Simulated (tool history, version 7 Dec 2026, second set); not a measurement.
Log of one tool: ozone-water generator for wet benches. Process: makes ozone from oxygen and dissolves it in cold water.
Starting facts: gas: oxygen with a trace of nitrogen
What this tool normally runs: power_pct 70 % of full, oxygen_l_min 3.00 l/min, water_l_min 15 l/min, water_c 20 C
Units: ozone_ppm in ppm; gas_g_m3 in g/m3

run 1 day=0.000 | power_pct=70 oxygen_l_min=3.00 water_l_min=15 water_c=20 | ozone_ppm=26.8 gas_g_m3=256.9
run 2 day=1.900 | power_pct=58 oxygen_l_min=3.00 water_l_min=15 water_c=20 | ozone_ppm=23.2 gas_g_m3=224.6
run 3 day=3.125 | power_pct=58 oxygen_l_min=3.00 water_l_min=15 water_c=20 | ozone_ppm=23.0 gas_g_m3=226.5
run 4 day=5.312 | power_pct=58 oxygen_l_min=3.00 water_l_min=15 water_c=20 | ozone_ppm=23.5 gas_g_m3=223.0
run 5 day=6.338 | power_pct=58 oxygen_l_min=3.00 water_l_min=15 water_c=20 | ozone_ppm=23.2 gas_g_m3=226.1
run 6 day=8.579 | power_pct=58 oxygen_l_min=3.00 water_l_min=15 water_c=20 | ozone_ppm=23.1 gas_g_m3=224.0
run 7 day=9.608 | power_pct=58 oxygen_l_min=3.00 water_l_min=15 water_c=20 | ozone_ppm=23.2 gas_g_m3=225.4
run 8 day=12.079 | power_pct=58 oxygen_l_min=3.00 water_l_min=15 water_c=20 | ozone_ppm=23.8 gas_g_m3=228.2
run 9 day=14.333 | power_pct=58 oxygen_l_min=3.00 water_l_min=15 water_c=20 | ozone_ppm=23.1 gas_g_m3=226.6
run 10 day=15.667 | power_pct=70 oxygen_l_min=3.00 water_l_min=15 water_c=28 | ozone_ppm=23.5 gas_g_m3=255.1
run 11 day=17.629 | power_pct=94 oxygen_l_min=5.19 water_l_min=10 water_c=27 | ozone_ppm=32.6 gas_g_m3=220.9
run 12 day=19.067 | power_pct=94 oxygen_l_min=5.19 water_l_min=10 water_c=27 | ozone_ppm=32.2 gas_g_m3=224.9
run 13 day=20.496 | power_pct=94 oxygen_l_min=5.19 water_l_min=10 water_c=27 | ozone_ppm=32.2 gas_g_m3=220.2
run 14 day=22.612 | power_pct=42 oxygen_l_min=3.87 water_l_min=15 water_c=13 | ozone_ppm=20.7 gas_g_m3=154.7
run 15 day=24.438 | power_pct=46 oxygen_l_min=1.51 water_l_min=13 water_c=16 | ozone_ppm=22.4 gas_g_m3=293.7
run 16 day=26.358 | power_pct=46 oxygen_l_min=1.51 water_l_min=13 water_c=16 | ozone_ppm=22.4 gas_g_m3=295.0
run 17 day=27.817 | power_pct=46 oxygen_l_min=1.51 water_l_min=13 water_c=16 | ozone_ppm=22.6 gas_g_m3=298.3
run 18 day=30.012 | power_pct=75 oxygen_l_min=1.51 water_l_min=13 water_c=16 | ozone_ppm=31.0 gas_g_m3=409.1

Consider 4 possible next runs. They are alternatives, not a sequence: every one starts from the tool as it was left by run 18. What does each give?
run A day=32.054 | power_pct=66 oxygen_l_min=3.47 water_l_min=15 water_c=26 | ozone_ppm=? gas_g_m3=?
run B day=32.054 | power_pct=99 oxygen_l_min=3.00 water_l_min=15 water_c=23 | ozone_ppm=? gas_g_m3=?
run C day=32.054 | power_pct=75 oxygen_l_min=1.51 water_l_min=19 water_c=19 | ozone_ppm=? gas_g_m3=?
run D day=32.054 | power_pct=48 oxygen_l_min=4.18 water_l_min=13 water_c=16 | ozone_ppm=? gas_g_m3=?

run=A ozone_ppm=23.2 gas_g_m3=223.2
run=B ozone_ppm=31.9 gas_g_m3=320.2
run=C ozone_ppm=21.9 gas_g_m3=407.3
run=D ozone_ppm=23.0 gas_g_m3=162.8
Had the tool no hidden state, the same runs would have come out as:
run=A ozone_ppm=23.2 gas_g_m3=223.3
run=B ozone_ppm=31.9 gas_g_m3=320.2
run=C ozone_ppm=21.9 gas_g_m3=407.3
run=D ozone_ppm=23.0 gas_g_m3=162.8
